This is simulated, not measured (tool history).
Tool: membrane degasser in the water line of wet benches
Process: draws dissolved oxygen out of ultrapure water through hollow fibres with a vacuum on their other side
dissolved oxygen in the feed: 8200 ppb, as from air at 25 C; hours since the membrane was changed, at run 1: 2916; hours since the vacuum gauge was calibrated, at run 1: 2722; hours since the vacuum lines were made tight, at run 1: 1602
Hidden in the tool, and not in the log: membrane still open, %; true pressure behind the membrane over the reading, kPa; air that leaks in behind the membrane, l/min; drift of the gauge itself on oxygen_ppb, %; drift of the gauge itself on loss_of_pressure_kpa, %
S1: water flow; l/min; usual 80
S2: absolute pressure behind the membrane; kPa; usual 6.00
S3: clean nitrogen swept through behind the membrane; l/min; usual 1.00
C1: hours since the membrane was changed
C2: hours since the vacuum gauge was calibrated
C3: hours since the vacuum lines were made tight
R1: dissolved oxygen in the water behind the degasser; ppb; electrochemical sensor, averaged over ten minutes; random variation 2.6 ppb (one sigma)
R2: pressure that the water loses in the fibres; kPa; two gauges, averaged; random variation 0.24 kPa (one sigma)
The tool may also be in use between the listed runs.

{"run": 1, "hour": 0.0, "S1": 80, "S2": 6.0, "S3": 1.0, "C1": 2916, "C2": 2722, "C3": 1602, "R1": 381.3, "R2": 64.31}
{"run": 2, "hour": 104.2, "S1": 80, "S2": 6.0, "S3": 1.0, "C1": 3020, "C2": 2826, "C3": 1706, "R1": 376.7, "R2": 64.41}
{"run": 3, "hour": 221.5, "S1": 80, "S2": 6.0, "S3": 1.0, "C1": 3137, "C2": 2943, "C3": 1823, "R1": 373.6, "R2": 64.28}
{"run": 4, "hour": 374.9, "S1": 80, "S2": 6.0, "S3": 1.0, "C1": 3291, "C2": 3097, "C3": 1976, "R1": 377.3, "R2": 64.54}
{"run": 5, "hour": 533.2, "S1": 80, "S2": 9.09, "S3": 1.0, "C1": 3449, "C2": 3255, "C3": 2135, "R1": 752.9, "R2": 64.79}
{"run": 6, "hour": 689.3, "S1": 80, "S2": 9.09, "S3": 1.0, "C1": 3605, "C2": 3411, "C3": 2291, "R1": 752.7, "R2": 64.55}
{"run": 7, "hour": 814.1, "S1": 80, "S2": 9.09, "S3": 1.0, "C1": 3730, "C2": 3536, "C3": 2416, "R1": 766.9, "R2": 64.91}
{"run": 8, "hour": 924.5, "S1": 80, "S2": 9.09, "S3": 1.0, "C1": 3840, "C2": 3646, "C3": 2526, "R1": 756.5, "R2": 64.78}
{"run": 9, "hour": 1010.5, "S1": 80, "S2": 6.0, "S3": 1.0, "C1": 3926, "C2": 3732, "C3": 2612, "R1": 381.0, "R2": 64.87}
{"hour": 1021.3, "done": "vacuum gauge calibrated"}
{"run": 10, "hour": 1172.4, "S1": 80, "S2": 6.0, "S3": 1.0, "C1": 4088, "C2": 151, "C3": 2773, "R1": 381.5, "R2": 64.8}
{"run": 11, "hour": 1254.6, "S1": 80, "S2": 7.29, "S3": 1.0, "C1": 4170, "C2": 233, "C3": 2856, "R1": 535.1, "R2": 65.19}
{"run": 12, "hour": 1410.7, "S1": 80, "S2": 7.29, "S3": 1.0, "C1": 4326, "C2": 389, "C3": 3012, "R1": 546.0, "R2": 64.69}
{"hour": 1474.4, "done": "vacuum gauge calibrated, once more"}
{"run": 13, "hour": 1494.5, "S1": 80, "S2": 7.09, "S3": 1.0, "C1": 4409, "C2": 20, "C3": 3095, "R1": 506.6, "R2": 64.95}
{"run": 14, "hour": 1671.1, "S1": 60, "S2": 11.6, "S3": 0.43, "C1": 4586, "C2": 197, "C3": 3272, "R1": 1405.1, "R2": 48.75}
{"run": 15, "hour": 1813.6, "S1": 63, "S2": 4.72, "S3": 1.0, "C1": 4728, "C2": 339, "C3": 3414, "R1": 178.2, "R2": 51.62}
{"hour": 1846.4, "done": "seals of the vacuum lines changed"}
{"run": 16, "hour": 1958.6, "S1": 64, "S2": 6.0, "S3": 0.49, "C1": 4871, "C2": 482, "C3": 112, "R1": 492.2, "R2": 52.53}
{"run": 17, "hour": 2056.3, "S1": 64, "S2": 6.0, "S3": 0.49, "C1": 4969, "C2": 580, "C3": 210, "R1": 496.7, "R2": 52.21}
{"run": 18, "hour": 2142.4, "S1": 91, "S2": 6.0, "S3": 1.0, "C1": 5055, "C2": 666, "C3": 296, "R1": 413.0, "R2": 74.41}
{"run": 19, "hour": 2233.3, "S1": 96, "S2": 5.61, "S3": 0.47, "C1": 5146, "C2": 757, "C3": 387, "R1": 536.4, "R2": 78.59}
{"run": 20, "hour": 2322.2, "S1": 80, "S2": 6.0, "S3": 0.55, "C1": 5235, "C2": 846, "C3": 476, "R1": 527.8, "R2": 65.58}
{"run": 21, "hour": 2487.6, "S1": 88, "S2": 4.13, "S3": 1.0, "C1": 5400, "C2": 1011, "C3": 641, "R1": 149.0, "R2": 72.11}
{"run": 22, "hour": 2659.1, "S1": 88, "S2": 4.13, "S3": 1.0, "C1": 5572, "C2": 1183, "C3": 813, "R1": 148.4, "R2": 72.34}
{"run": 23, "hour": 2737.6, "S1": 98, "S2": 13.32, "S3": 1.0, "C1": 5650, "C2": 1261, "C3": 891, "R1": 1393.7, "R2": 80.62}
{"run": 24, "hour": 2828.7, "S1": 61, "S2": 6.0, "S3": 1.0, "C1": 5742, "C2": 1352, "C3": 982, "R1": 310.8, "R2": 49.76}
{"run": 25, "hour": 2930.1, "S1": 61, "S2": 6.0, "S3": 1.0, "C1": 5843, "C2": 1454, "C3": 1084, "R1": 311.2, "R2": 50.14}

The same runs without the tool's hidden state, with the same run-to-run variation:
run=1 R1=373.8 R2=62.86
run=2 R1=368.9 R2=62.91
run=3 R1=365.6 R2=62.73
run=4 R1=368.8 R2=62.91
run=5 R1=745.3 R2=63.09
run=6 R1=744.7 R2=62.78
run=7 R1=758.5 R2=63.08
run=8 R1=747.9 R2=62.89
run=9 R1=370.6 R2=62.95
run=10 R1=369.3 R2=62.80
run=11 R1=523.6 R2=63.15
run=12 R1=533.9 R2=62.59
run=13 R1=504.5 R2=62.80
run=14 R1=1413.4 R2=47.08
run=15 R1=174.9 R2=49.80
run=16 R1=486.7 R2=50.62
run=17 R1=490.9 R2=50.27
run=18 R1=406.4 R2=71.60
run=19 R1=527.5 R2=75.58
run=20 R1=520.3 R2=63.02
run=21 R1=141.1 R2=69.21
run=22 R1=139.9 R2=69.36
run=23 R1=1386.8 R2=77.26
run=24 R1=304.8 R2=47.64
run=25 R1=305.0 R2=47.98
